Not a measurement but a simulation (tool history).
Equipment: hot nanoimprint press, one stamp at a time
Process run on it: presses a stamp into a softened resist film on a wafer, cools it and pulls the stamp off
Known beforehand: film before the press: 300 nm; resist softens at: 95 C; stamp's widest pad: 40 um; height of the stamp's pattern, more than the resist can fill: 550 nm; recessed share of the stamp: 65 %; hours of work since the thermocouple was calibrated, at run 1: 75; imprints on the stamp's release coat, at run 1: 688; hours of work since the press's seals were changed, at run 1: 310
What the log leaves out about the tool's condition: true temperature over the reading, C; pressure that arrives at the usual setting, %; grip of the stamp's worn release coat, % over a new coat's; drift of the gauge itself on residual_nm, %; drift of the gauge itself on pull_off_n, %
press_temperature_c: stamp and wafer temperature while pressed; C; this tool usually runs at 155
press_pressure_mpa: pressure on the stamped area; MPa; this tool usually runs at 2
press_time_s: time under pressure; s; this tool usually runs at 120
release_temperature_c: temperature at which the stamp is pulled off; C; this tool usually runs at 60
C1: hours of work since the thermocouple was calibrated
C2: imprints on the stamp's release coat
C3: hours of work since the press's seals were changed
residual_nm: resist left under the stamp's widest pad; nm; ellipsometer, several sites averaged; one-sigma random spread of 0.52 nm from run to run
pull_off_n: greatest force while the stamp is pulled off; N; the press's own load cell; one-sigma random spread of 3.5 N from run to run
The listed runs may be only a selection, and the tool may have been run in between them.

Run 1, hour 0: usual settings; C1 75; C2 688; C3 310. Result: residual_nm 110.2 nm, pull_off_n 192 N.
Run 2, hour 5.4: usual settings; C1 79; C2 704; C3 315. Result: residual_nm 111.7 nm, pull_off_n 187 N.
Run 3, hour 11: usual settings; C1 84; C2 720; C3 319. Result: residual_nm 110.2 nm, pull_off_n 190 N.
Run 4, hour 21.3: usual settings; C1 92; C2 750; C3 327. Result: residual_nm 110.3 nm, pull_off_n 192 N.
Run 5, hour 26.7: usual settings; C1 96; C2 766; C3 331. Result: residual_nm 110.6 nm, pull_off_n 197 N.
Run 6, hour 36.9: usual settings; C1 103; C2 795; C3 339. Result: residual_nm 110.1 nm, pull_off_n 200 N.
Run 7, hour 44.6: usual settings but press_pressure_mpa 1.71 MPa; C1 109; C2 817; C3 345. Result: residual_nm 119.2 nm, pull_off_n 192 N.
Run 8, hour 49.4: usual settings; C1 113; C2 831; C3 348. Result: residual_nm 110.4 nm, pull_off_n 197 N.
Run 9, hour 56.9: usual settings; C1 119; C2 853; C3 354. Result: residual_nm 109.3 nm, pull_off_n 200 N.
Run 10, hour 65.8: usual settings; C1 126; C2 879; C3 361. Result: residual_nm 110.1 nm, pull_off_n 200 N.
Run 11, hour 74.1: usual settings but press_temperature_c 162 C, press_pressure_mpa 3.15 MPa, press_time_s 159 s, release_temperature_c 46 C; C1 132; C2 903; C3 367. Result: residual_nm 53.4 nm, pull_off_n 227 N.
Run 12, hour 83.5: usual settings but press_temperature_c 159 C, press_pressure_mpa 2.44 MPa, press_time_s 62 s, release_temperature_c 49 C; C1 139; C2 930; C3 375. Result: residual_nm 102.9 nm, pull_off_n 220 N.
Run 13, hour 88.1: usual settings but press_temperature_c 159 C, press_pressure_mpa 2.44 MPa, press_time_s 62 s, release_temperature_c 55 C; C1 143; C2 943; C3 378. Result: residual_nm 102.7 nm, pull_off_n 210 N.
Run 14, hour 98.7: usual settings but press_temperature_c 159 C, press_pressure_mpa 2.27 MPa, press_time_s 62 s, release_temperature_c 55 C; C1 151; C2 974; C3 386. Result: residual_nm 107.7 nm, pull_off_n 218 N.
Run 15, hour 103.4: usual settings but press_temperature_c 154 C, press_time_s 83 s; C1 154; C2 988; C3 390. Result: residual_nm 132 nm, pull_off_n 202 N.
Run 16, hour 111.9: usual settings but press_pressure_mpa 2.04 MPa, release_temperature_c 53 C; C1 161; C2 1012; C3 396. Result: residual_nm 108.6 nm, pull_off_n 217 N.
Run 17, hour 119.5: usual settings but press_pressure_mpa 1.29 MPa, release_temperature_c 46 C; C1 167; C2 1034; C3 402. Result: residual_nm 136 nm, pull_off_n 232 N.
Run 18, hour 125.1: usual settings but press_time_s 105 s; C1 171; C2 1050; C3 406. Result: residual_nm 115.3 nm, pull_off_n 201 N.
Run 19, hour 135.2: usual settings but press_time_s 105 s, release_temperature_c 45 C; C1 179; C2 1080; C3 414. Result: residual_nm 114.9 nm, pull_off_n 236 N.
Run 20, hour 145.3: usual settings but press_pressure_mpa 2.12 MPa, press_time_s 106 s, release_temperature_c 58 C; C1 187; C2 1109; C3 422. Result: residual_nm 111.6 nm, pull_off_n 208 N.

What if the next run were any one of these 4? Each begins from the tool's condition after run 20:
Run A, hour 151.9: usual settings but press_pressure_mpa 1.72 MPa, press_time_s 106 s, release_temperature_c 58 C; C1 192; C2 1128; C3 427. Result: residual_nm ?, pull_off_n ?.
Run B, hour 151.9: usual settings but press_pressure_mpa 2.12 MPa, press_time_s 119 s, release_temperature_c 58 C; C1 192; C2 1128; C3 427. Result: residual_nm ?, pull_off_n ?.
Run C, hour 151.9: usual settings but press_temperature_c 153 C, press_pressure_mpa 1.98 MPa, press_time_s 139 s, release_temperature_c 58 C; C1 192; C2 1128; C3 427. Result: residual_nm ?, pull_off_n ?.
Run D, hour 151.9: usual settings but press_pressure_mpa 2.38 MPa, press_time_s 117 s, release_temperature_c 45 C; C1 192; C2 1128; C3 427. Result: residual_nm ?, pull_off_n ?.

run  residual_nm  pull_off_n
  A        123.8         203
  B        106.4         212
  C        115.8         216
  D        100.8         239
With the hidden condition removed and each run's random variation left untouched, the same runs would have given:
run  residual_nm  pull_off_n
  A        123.8         167
  B          106         174
  C        115.5         178
  D        100.2         196
